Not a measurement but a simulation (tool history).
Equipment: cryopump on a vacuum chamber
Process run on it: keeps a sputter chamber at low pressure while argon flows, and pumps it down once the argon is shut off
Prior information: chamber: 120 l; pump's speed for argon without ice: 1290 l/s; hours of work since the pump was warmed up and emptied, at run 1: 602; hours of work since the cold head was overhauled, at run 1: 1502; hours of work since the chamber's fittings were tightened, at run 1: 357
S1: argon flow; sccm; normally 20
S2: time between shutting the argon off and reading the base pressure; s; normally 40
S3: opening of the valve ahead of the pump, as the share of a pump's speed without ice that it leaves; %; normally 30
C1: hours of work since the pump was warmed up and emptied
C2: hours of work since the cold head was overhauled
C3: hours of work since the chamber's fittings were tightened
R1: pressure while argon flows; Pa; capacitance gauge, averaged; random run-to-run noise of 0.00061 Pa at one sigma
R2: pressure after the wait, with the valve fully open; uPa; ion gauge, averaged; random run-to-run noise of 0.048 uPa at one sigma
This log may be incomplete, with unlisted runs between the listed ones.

{"run": 1, "hour": 0.0, "S1": 20, "S2": 40, "S3": 30, "C1": 602, "C2": 1502, "C3": 357, "R1": 0.0929, "R2": 3.53}
{"run": 2, "hour": 53.4, "S1": 20, "S2": 40, "S3": 30, "C1": 629, "C2": 1529, "C3": 384, "R1": 0.0915, "R2": 3.58}
{"run": 3, "hour": 124.7, "S1": 20, "S2": 40, "S3": 30, "C1": 666, "C2": 1566, "C3": 421, "R1": 0.0923, "R2": 3.62}
{"run": 4, "hour": 207.1, "S1": 20, "S2": 40, "S3": 30, "C1": 709, "C2": 1609, "C3": 464, "R1": 0.0936, "R2": 3.63}
{"run": 5, "hour": 291.9, "S1": 20, "S2": 40, "S3": 30, "C1": 752, "C2": 1652, "C3": 507, "R1": 0.0944, "R2": 3.77}
{"run": 6, "hour": 346.7, "S1": 16, "S2": 40, "S3": 30, "C1": 780, "C2": 1680, "C3": 535, "R1": 0.0757, "R2": 3.93}
{"run": 7, "hour": 433.9, "S1": 16, "S2": 40, "S3": 30, "C1": 825, "C2": 1725, "C3": 580, "R1": 0.0755, "R2": 4.02}
{"hour": 471.9, "done": "pump warmed up, emptied and cooled again"}
{"run": 8, "hour": 538.7, "S1": 16, "S2": 40, "S3": 30, "C1": 34, "C2": 1777, "C3": 632, "R1": 0.0702, "R2": 3.8}
{"run": 9, "hour": 621.3, "S1": 16, "S2": 200, "S3": 30, "C1": 77, "C2": 1819, "C3": 674, "R1": 0.0706, "R2": 1.7}
{"run": 10, "hour": 694.9, "S1": 16, "S2": 200, "S3": 30, "C1": 115, "C2": 1857, "C3": 712, "R1": 0.0707, "R2": 1.78}
{"run": 11, "hour": 755.7, "S1": 21, "S2": 225, "S3": 23, "C1": 146, "C2": 1888, "C3": 743, "R1": 0.121, "R2": 1.78}
{"run": 12, "hour": 801.0, "S1": 15, "S2": 131, "S3": 58, "C1": 169, "C2": 1912, "C3": 767, "R1": 0.0351, "R2": 2.14}
{"run": 13, "hour": 853.6, "S1": 23, "S2": 206, "S3": 27, "C1": 197, "C2": 1939, "C3": 794, "R1": 0.1133, "R2": 1.89}
{"run": 14, "hour": 915.4, "S1": 13, "S2": 40, "S3": 57, "C1": 228, "C2": 1971, "C3": 826, "R1": 0.0313, "R2": 4.14}
{"run": 15, "hour": 992.4, "S1": 37, "S2": 56, "S3": 27, "C1": 268, "C2": 2010, "C3": 865, "R1": 0.1842, "R2": 3.45}
{"run": 16, "hour": 1044.8, "S1": 26, "S2": 26, "S3": 30, "C1": 295, "C2": 2037, "C3": 892, "R1": 0.1167, "R2": 5.83}
{"run": 17, "hour": 1129.0, "S1": 26, "S2": 104, "S3": 30, "C1": 338, "C2": 2081, "C3": 936, "R1": 0.1177, "R2": 2.64}
{"run": 18, "hour": 1225.5, "S1": 26, "S2": 104, "S3": 30, "C1": 388, "C2": 2130, "C3": 985, "R1": 0.1172, "R2": 2.75}
{"run": 19, "hour": 1293.2, "S1": 9, "S2": 62, "S3": 24, "C1": 423, "C2": 2165, "C3": 1020, "R1": 0.0518, "R2": 3.56}
{"run": 20, "hour": 1373.0, "S1": 37, "S2": 25, "S3": 16, "C1": 464, "C2": 2206, "C3": 1061, "R1": 0.3102, "R2": 6.09}

A few steps of R1 between consecutive runs. Split each: what settings, incoming material and random variation would produce without the hidden state, and what is left over for the hidden state, along with gauge scatter present in only one of the two compared results (measured, and without hidden state):
Unlogged tool condition in this case: pump's speed, % of a pump's without ice; cold plate's temperature, K; leak into the chamber, uPa l/s; drift of the gauge itself on working_pa, %; drift of the gauge itself on base_upa, %.
Run 7 -> 8: pump warmed up, emptied and cooled again. R1 -0.0053 Pa: hidden state -0.005, all else -0.0003.
Run 14 -> 15: S1 13 -> 37, S2 40 -> 56, S3 57 -> 27. R1 +0.1529 Pa: hidden state +0.0032, all else +0.1497.
Run 19 -> 20: S1 9 -> 37, S2 62 -> 25, S3 24 -> 16. R1 +0.2584 Pa: hidden state +0.0055, all else +0.2529.
